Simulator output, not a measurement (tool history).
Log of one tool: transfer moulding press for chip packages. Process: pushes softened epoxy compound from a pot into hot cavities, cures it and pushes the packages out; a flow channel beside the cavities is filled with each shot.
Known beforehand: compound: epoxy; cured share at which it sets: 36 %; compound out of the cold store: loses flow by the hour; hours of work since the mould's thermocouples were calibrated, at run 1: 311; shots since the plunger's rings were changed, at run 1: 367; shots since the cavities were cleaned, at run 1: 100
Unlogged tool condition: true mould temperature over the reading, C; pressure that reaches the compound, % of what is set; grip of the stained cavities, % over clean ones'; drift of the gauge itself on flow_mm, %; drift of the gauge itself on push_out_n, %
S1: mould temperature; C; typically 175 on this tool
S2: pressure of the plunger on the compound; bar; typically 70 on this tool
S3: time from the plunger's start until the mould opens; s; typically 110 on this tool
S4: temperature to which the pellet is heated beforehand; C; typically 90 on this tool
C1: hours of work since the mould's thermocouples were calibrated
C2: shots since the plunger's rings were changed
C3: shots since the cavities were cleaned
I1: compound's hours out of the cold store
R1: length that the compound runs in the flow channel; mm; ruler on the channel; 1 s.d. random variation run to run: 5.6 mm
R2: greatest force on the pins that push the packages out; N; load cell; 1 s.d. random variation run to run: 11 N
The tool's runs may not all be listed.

Run 1, hour 0: usual settings; C1 311; C2 367; C3 100; I1 30.6. Result: R1 653 mm, R2 580 N.
Run 2, hour 24.3: usual settings; C1 323; C2 557; C3 290; I1 11.8. Result: R1 718 mm, R2 764 N.
Run 3, hour 36.6: usual settings but S4 92 C; C1 329; C2 654; C3 387; I1 21.2. Result: R1 685 mm, R2 806 N.
Run 4, hour 53.5: usual settings; C1 337; C2 786; C3 519; I1 32.4. Result: R1 659 mm, R2 830 N.
Run 5, hour 70: usual settings; C1 345; C2 916; C3 649; I1 26.8. Result: R1 669 mm, R2 903 N.
Run 6, hour 86.6: usual settings; C1 353; C2 1046; C3 779; I1 8.2. Result: R1 703 mm, R2 939 N.
Run 7, hour 110.7: usual settings; C1 364; C2 1235; C3 968; I1 15.9. Result: R1 698 mm, R2 956 N.
At hour 126.1: cavities cleaned with cleaning compound and waxed.
Run 8, hour 135.8: usual settings but S3 127 s; C1 376; C2 1420; C3 76; I1 33.2. Result: R1 652 mm, R2 531 N.
Run 9, hour 153.6: usual settings but S2 86.8 bar, S3 127 s; C1 384; C2 1559; C3 215; I1 23.9. Result: R1 744 mm, R2 669 N.
Run 10, hour 167: usual settings but S2 86.8 bar, S3 127 s; C1 391; C2 1664; C3 320; I1 10.3. Result: R1 794 mm, R2 718 N.
Run 11, hour 186.7: usual settings but S2 55.8 bar, S3 127 s; C1 400; C2 1818; C3 474; I1 9.3. Result: R1 633 mm, R2 824 N.
Run 12, hour 203.6: usual settings but S3 121 s; C1 408; C2 1951; C3 607; I1 16. Result: R1 689 mm, R2 855 N.
Run 13, hour 229.9: usual settings but S2 86.7 bar; C1 421; C2 2157; C3 813; I1 24.1. Result: R1 741 mm, R2 935 N.
Run 14, hour 252: usual settings but S4 80 C; C1 432; C2 2331; C3 987; I1 32.5. Result: R1 645 mm, R2 969 N.
At hour 264.9: cavities cleaned with cleaning compound and waxed.
Run 15, hour 264.9: usual settings but S1 178 C, S2 78.2 bar, S3 92 s, S4 98 C; C1 437; C2 2419; C3 0; I1 16.4. Result: R1 704 mm, R2 531 N.
Run 16, hour 282: usual settings but S1 178 C, S2 78.2 bar, S3 92 s, S4 98 C; C1 446; C2 2554; C3 135; I1 33.7. Result: R1 666 mm, R2 662 N.
Run 17, hour 295.2: usual settings but S1 178 C, S2 78.2 bar, S3 92 s, S4 98 C; C1 452; C2 2657; C3 238; I1 30.9. Result: R1 682 mm, R2 747 N.
Run 18, hour 313: usual settings but S1 171 C, S3 115 s, S4 88 C; C1 460; C2 2797; C3 378; I1 27.9. Result: R1 653 mm, R2 838 N.
Run 19, hour 334.9: usual settings but S1 171 C, S3 115 s, S4 88 C; C1 471; C2 2968; C3 549; I1 47.4. Result: R1 609 mm, R2 886 N.
Run 20, hour 354.3: usual settings but S1 170 C, S2 83.3 bar, S4 84 C; C1 480; C2 3120; C3 701; I1 23.3. Result: R1 726 mm, R2 1062 N.
Run 21, hour 378.6: usual settings but S1 170 C, S2 67 bar, S3 93 s, S4 84 C; C1 492; C2 3311; C3 892; I1 37.8. Result: R1 612 mm, R2 1480 N.
At hour 403: cavities cleaned with cleaning compound and waxed.
Run 22, hour 403: usual settings but S1 168 C, S3 98 s, S4 95 C; C1 503; C2 3490; C3 0; I1 35. Result: R1 627 mm, R2 727 N.
Run 23, hour 417.8: usual settings but S2 67.4 bar, S3 97 s, S4 86 C; C1 510; C2 3606; C3 116; I1 31.8. Result: R1 622 mm, R2 673 N.
Run 24, hour 429.6: usual settings but S2 67.4 bar, S3 97 s, S4 86 C; C1 516; C2 3699; C3 209; I1 14.8. Result: R1 658 mm, R2 773 N.
Run 25, hour 456.2: usual settings but S2 62 bar, S3 95 s; C1 529; C2 3908; C3 418; I1 8.6. Result: R1 648 mm, R2 967 N.
Run 26, hour 479.7: usual settings but S2 62 bar, S3 95 s; C1 540; C2 4091; C3 601; I1 11.6. Result: R1 635 mm, R2 1029 N.
At hour 500.8: plunger's sealing rings changed.
Run 27, hour 504.6: usual settings but S1 178 C, S3 120 s; C1 551; C2 30; C3 777; I1 11.1. Result: R1 726 mm, R2 902 N.
Run 28, hour 524.3: usual settings but S1 182 C, S2 74.1 bar, S3 120 s; C1 561; C2 185; C3 932; I1 36.9. Result: R1 658 mm, R2 915 N.

Measured result minus the same run's result without the hidden state. Both carry the same run-to-run variation, though not necessarily the same gauge scatter:
run   R1    R2
  1   -5   +96
  2   -7  +252
  3   -8  +307
  4   -9  +354
  5  -10  +409
  6  -12  +445
  7  -14  +474
  8  -14   +85
  9  -19  +200
 10  -21  +257
 11  -18  +346
 12  -21  +385
 13  -25  +446
 14  -23  +479
 15  -27   -10
 16  -26  +131
 17  -28  +218
 18  -28  +303
 19  -28  +374
 20  -35  +471
 21  -32  +678
 22  -35   -61
 23  -36   +95
 24  -39  +190
 25  -40  +352
 26  -42  +429
 27   -3  +431
 28   -5  +456
